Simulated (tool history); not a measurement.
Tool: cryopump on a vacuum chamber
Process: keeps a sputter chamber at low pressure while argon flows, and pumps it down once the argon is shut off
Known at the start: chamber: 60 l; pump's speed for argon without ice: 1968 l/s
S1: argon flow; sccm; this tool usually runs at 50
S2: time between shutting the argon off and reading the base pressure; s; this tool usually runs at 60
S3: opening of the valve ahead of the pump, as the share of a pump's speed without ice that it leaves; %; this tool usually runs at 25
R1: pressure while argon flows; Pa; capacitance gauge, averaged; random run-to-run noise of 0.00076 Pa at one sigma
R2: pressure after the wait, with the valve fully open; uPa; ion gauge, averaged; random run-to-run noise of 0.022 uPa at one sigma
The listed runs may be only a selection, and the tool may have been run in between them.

Run 1, hour 0: usual settings. Result: R1 0.1742 Pa, R2 1.11 uPa.
Run 2, hour 23.9: usual settings. Result: R1 0.1752 Pa, R2 1.09 uPa.
Run 3, hour 48.6: usual settings but S3 43 %. Result: R1 0.1028 Pa, R2 1.07 uPa.
Run 4, hour 73.2: usual settings but S1 40 sccm. Result: R1 0.1398 Pa, R2 1.09 uPa.
Run 5, hour 116.3: usual settings but S2 198 s. Result: R1 0.1735 Pa, R2 0.76 uPa.
Run 6, hour 140.3: usual settings but S2 198 s. Result: R1 0.1761 Pa, R2 0.77 uPa.
Run 7, hour 162.6: usual settings but S2 198 s. Result: R1 0.1744 Pa, R2 0.7 uPa.
Run 8, hour 200.6: usual settings but S2 198 s. Result: R1 0.1748 Pa, R2 0.8 uPa.
Run 9, hour 222.8: usual settings but S2 22 s. Result: R1 0.1755 Pa, R2 2.02 uPa.
Run 10, hour 253.4: usual settings. Result: R1 0.1765 Pa, R2 1.14 uPa.
Run 11, hour 287.1: usual settings. Result: R1 0.1784 Pa, R2 1.11 uPa.
Run 12, hour 318.8: usual settings but S1 52 sccm. Result: R1 0.1829 Pa, R2 1.15 uPa.
Run 13, hour 356.1: usual settings but S3 23 %. Result: R1 0.1921 Pa, R2 1.21 uPa.
Run 14, hour 376: usual settings but S3 56 %. Result: R1 0.0822 Pa, R2 1.17 uPa.
At hour 416.9: leaking fittings of the chamber tightened, without venting.
Run 15, hour 420.6: usual settings but S1 75 sccm. Result: R1 0.2639 Pa, R2 0.75 uPa.
Run 16, hour 469.7: usual settings but S1 79 sccm. Result: R1 0.281 Pa, R2 0.76 uPa.
Run 17, hour 508: usual settings but S1 79 sccm. Result: R1 0.2828 Pa, R2 0.75 uPa.
Run 18, hour 532.5: usual settings but S1 38 sccm, S3 19 %. Result: R1 0.1762 Pa, R2 0.77 uPa.
Run 19, hour 571.7: usual settings but S2 166 s. Result: R1 0.1778 Pa, R2 0.43 uPa.
Run 20, hour 603.8: usual settings but S1 84 sccm, S2 229 s, S3 17 %. Result: R1 0.4368 Pa, R2 0.39 uPa.
Run 21, hour 628.8: usual settings but S1 26 sccm, S2 65 s, S3 18 %. Result: R1 0.128 Pa, R2 0.75 uPa.
Run 22, hour 669.5: usual settings but S1 26 sccm, S2 65 s, S3 18 %. Result: R1 0.1284 Pa, R2 0.73 uPa.
Run 23, hour 689.4: usual settings but S1 29 sccm, S3 43 %. Result: R1 0.0617 Pa, R2 0.78 uPa.
At hour 719.2: pump warmed up, emptied and cooled again.
Run 24, hour 734.5: usual settings but S1 29 sccm, S2 284 s, S3 49 %. Result: R1 0.0517 Pa, R2 0.32 uPa.
Run 25, hour 769.5: usual settings but S1 95 sccm. Result: R1 0.3273 Pa, R2 0.8 uPa.
Run 26, hour 795.3: usual settings but S1 42 sccm, S2 74 s, S3 28 %. Result: R1 0.1309 Pa, R2 0.65 uPa.
Run 27, hour 818.5: usual settings but S1 54 sccm, S2 63 s, S3 44 %. Result: R1 0.1067 Pa, R2 0.77 uPa.
Run 28, hour 849.8: usual settings but S1 54 sccm, S3 21 %. Result: R1 0.223 Pa, R2 0.76 uPa.
Run 29, hour 886.1: usual settings but S1 69 sccm, S3 21 %. Result: R1 0.285 Pa, R2 0.8 uPa.

Expected results for the next run?
Run 30, hour 912.6: usual settings but S1 36 sccm, S2 47 s. Result: R1 ?, R2 ?.

{"run 30": {"R1": 0.1246, "R2": 0.95}}
Take away the tool's hidden state, keep the run-to-run variation as it was, and the same run would have given R1 0.1235 Pa, R2 0.83 uPa.

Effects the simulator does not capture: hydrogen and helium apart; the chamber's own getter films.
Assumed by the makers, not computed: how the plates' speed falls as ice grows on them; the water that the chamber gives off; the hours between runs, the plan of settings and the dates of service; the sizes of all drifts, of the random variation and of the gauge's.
